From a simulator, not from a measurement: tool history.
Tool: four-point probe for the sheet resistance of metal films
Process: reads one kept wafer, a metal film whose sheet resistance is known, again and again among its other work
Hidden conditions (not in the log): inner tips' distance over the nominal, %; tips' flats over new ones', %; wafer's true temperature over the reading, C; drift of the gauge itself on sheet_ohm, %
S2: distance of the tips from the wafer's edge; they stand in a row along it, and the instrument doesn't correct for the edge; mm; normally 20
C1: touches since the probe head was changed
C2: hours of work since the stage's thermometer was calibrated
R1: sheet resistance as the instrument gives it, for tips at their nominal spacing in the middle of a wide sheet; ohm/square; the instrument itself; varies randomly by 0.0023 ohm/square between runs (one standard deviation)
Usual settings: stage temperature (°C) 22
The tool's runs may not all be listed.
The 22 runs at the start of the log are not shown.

run 23 day=13.404 | stage_temperature_(°C)=22 S2=4 | C1=421 C2=346 | R1=12.013672
run 24 day=14.088 | stage_temperature_(°C)=22 S2=4 | C1=1003 C2=354 | R1=12.014003
run 25 day=14.567 | stage_temperature_(°C)=30 S2=34 | C1=1412 C2=360 | R1=11.745035
run 26 day=15.267 | stage_temperature_(°C)=30 S2=34 | C1=2007 C2=368 | R1=11.750562
run 27 day=16.162 | stage_temperature_(°C)=35 S2=58 | C1=2771 C2=379 | R1=11.810369
run 28 day=16.638 | stage_temperature_(°C)=35 S2=58 | C1=3175 C2=385 | R1=11.811030
run 29 day=17.046 | stage_temperature_(°C)=31 S2=24 | C1=3526 C2=390 | R1=11.765710
run 30 day=17.783 | stage_temperature_(°C)=28 S2=56 | C1=4151 C2=399 | R1=11.723569
run 31 day=18.629 | stage_temperature_(°C)=22 S2=10 | C1=4876 C2=409 | R1=11.703896
run 32 day=19.438 | stage_temperature_(°C)=19 S2=11 | C1=5564 C2=419 | R1=11.656255
run 33 day=20.138 | stage_temperature_(°C)=19 S2=11 | C1=6162 C2=428 | R1=11.653356
run 34 day=20.575 | stage_temperature_(°C)=34 S2=20 | C1=6534 C2=433 | R1=11.814135
run 35 day=21.008 | stage_temperature_(°C)=34 S2=20 | C1=6902 C2=438 | R1=11.812822
run 36 day=21.925 | stage_temperature_(°C)=22 S2=3 | C1=7684 C2=450 | R1=12.303850
run 37 day=22.417 | stage_temperature_(°C)=22 S2=3 | C1=8103 C2=456 | R1=12.302375
run 38 day=23.146 | stage_temperature_(°C)=22 S2=3 | C1=8727 C2=465 | R1=12.304076
run 39 day=23.988 | stage_temperature_(°C)=28 S2=29 | C1=9442 C2=475 | R1=11.738304
run 40 day=24.375 | stage_temperature_(°C)=23 S2=7 | C1=9773 C2=480 | R1=11.788871
run 41 day=25.300 | stage_temperature_(°C)=23 S2=7 | C1=10561 C2=491 | R1=11.786270
run 42 day=25.775 | stage_temperature_(°C)=29 S2=21 | C1=10966 C2=497 | R1=11.754549
run 43 day=26.704 | stage_temperature_(°C)=33 S2=4 | C1=11758 C2=508 | R1=12.175001

4 options for the next run, each taken on its own from the tool as it stands now. Forecast them:
run A day=27.554 | stage_temperature_(°C)=33 S2=33 | C1=12483 C2=518 | R1=?
run B day=27.554 | stage_temperature_(°C)=27 S2=20 | C1=12483 C2=518 | R1=?
run C day=27.554 | stage_temperature_(°C)=22 S2=18 | C1=12483 C2=518 | R1=?
run D day=27.554 | stage_temperature_(°C)=18 S2=3 | C1=12483 C2=518 | R1=?

run=A R1=11.797611
run=B R1=11.732351
run=C R1=11.675689
run=D R1=12.254612
What these runs would have given with no unlogged condition in the tool:
run=A R1=11.762514
run=B R1=11.697624
run=C R1=11.641279
run=D R1=12.218827
